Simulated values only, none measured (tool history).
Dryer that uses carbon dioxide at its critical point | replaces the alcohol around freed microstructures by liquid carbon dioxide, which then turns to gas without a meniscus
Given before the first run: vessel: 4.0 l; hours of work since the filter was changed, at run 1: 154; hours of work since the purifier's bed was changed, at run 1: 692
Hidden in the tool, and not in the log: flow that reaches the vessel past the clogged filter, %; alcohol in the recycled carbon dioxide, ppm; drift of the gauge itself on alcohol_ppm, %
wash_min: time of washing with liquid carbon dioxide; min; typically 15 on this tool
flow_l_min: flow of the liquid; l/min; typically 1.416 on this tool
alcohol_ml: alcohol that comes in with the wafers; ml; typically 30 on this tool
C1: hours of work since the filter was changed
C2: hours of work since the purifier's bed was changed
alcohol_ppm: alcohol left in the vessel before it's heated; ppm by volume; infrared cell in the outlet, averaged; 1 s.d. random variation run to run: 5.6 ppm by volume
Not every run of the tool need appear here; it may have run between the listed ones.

{"run": 1, "hour": 0.0, "wash_min": 15, "flow_l_min": 1.416, "alcohol_ml": 30, "C1": 154, "C2": 692, "alcohol_ppm": 306}
{"run": 2, "hour": 15.5, "wash_min": 15, "flow_l_min": 1.416, "alcohol_ml": 30, "C1": 166, "C2": 704, "alcohol_ppm": 312}
{"run": 3, "hour": 38.4, "wash_min": 15, "flow_l_min": 1.416, "alcohol_ml": 30, "C1": 184, "C2": 722, "alcohol_ppm": 318}
{"run": 4, "hour": 57.3, "wash_min": 15, "flow_l_min": 1.416, "alcohol_ml": 30, "C1": 198, "C2": 736, "alcohol_ppm": 329}
{"run": 5, "hour": 87.3, "wash_min": 15, "flow_l_min": 1.416, "alcohol_ml": 30, "C1": 221, "C2": 759, "alcohol_ppm": 334}
{"run": 6, "hour": 114.2, "wash_min": 15, "flow_l_min": 1.17, "alcohol_ml": 30, "C1": 241, "C2": 780, "alcohol_ppm": 509}
{"run": 7, "hour": 141.1, "wash_min": 15, "flow_l_min": 1.17, "alcohol_ml": 28, "C1": 262, "C2": 800, "alcohol_ppm": 485}
{"run": 8, "hour": 165.9, "wash_min": 21, "flow_l_min": 1.35, "alcohol_ml": 61, "C1": 281, "C2": 819, "alcohol_ppm": 269}
{"run": 9, "hour": 186.3, "wash_min": 17, "flow_l_min": 2.37, "alcohol_ml": 55, "C1": 297, "C2": 835, "alcohol_ppm": 158}
{"run": 10, "hour": 218.4, "wash_min": 23, "flow_l_min": 1.09, "alcohol_ml": 76, "C1": 321, "C2": 859, "alcohol_ppm": 446}
{"run": 11, "hour": 232.1, "wash_min": 23, "flow_l_min": 1.09, "alcohol_ml": 76, "C1": 332, "C2": 870, "alcohol_ppm": 450}
{"run": 12, "hour": 258.5, "wash_min": 20, "flow_l_min": 1.55, "alcohol_ml": 42, "C1": 352, "C2": 890, "alcohol_ppm": 221}
{"run": 13, "hour": 272.5, "wash_min": 16, "flow_l_min": 1.55, "alcohol_ml": 58, "C1": 362, "C2": 901, "alcohol_ppm": 409}
{"run": 14, "hour": 288.8, "wash_min": 15, "flow_l_min": 1.39, "alcohol_ml": 43, "C1": 375, "C2": 913, "alcohol_ppm": 516}

What if the next run were any one of these 5? Each begins from the tool's condition after run 14:
{"run": "A", "hour": 306.7, "wash_min": 16, "flow_l_min": 1.52, "alcohol_ml": 30, "C1": 389, "C2": 927, "alcohol_ppm": "?"}
{"run": "B", "hour": 306.7, "wash_min": 23, "flow_l_min": 1.59, "alcohol_ml": 33, "C1": 389, "C2": 927, "alcohol_ppm": "?"}
{"run": "C", "hour": 306.7, "wash_min": 24, "flow_l_min": 1.02, "alcohol_ml": 43, "C1": 389, "C2": 927, "alcohol_ppm": "?"}
{"run": "D", "hour": 306.7, "wash_min": 15, "flow_l_min": 1.05, "alcohol_ml": 43, "C1": 389, "C2": 927, "alcohol_ppm": "?"}
{"run": "E", "hour": 306.7, "wash_min": 15, "flow_l_min": 1.01, "alcohol_ml": 64, "C1": 389, "C2": 927, "alcohol_ppm": "?"}

run=A alcohol_ppm=314
run=B alcohol_ppm=182
run=C alcohol_ppm=342
run=D alcohol_ppm=974
run=E alcohol_ppm=1488
Without the tool's hidden state the same runs would have given:
run=A alcohol_ppm=107
run=B alcohol_ppm=26
run=C alcohol_ppm=124
run=D alcohol_ppm=610
run=E alcohol_ppm=995
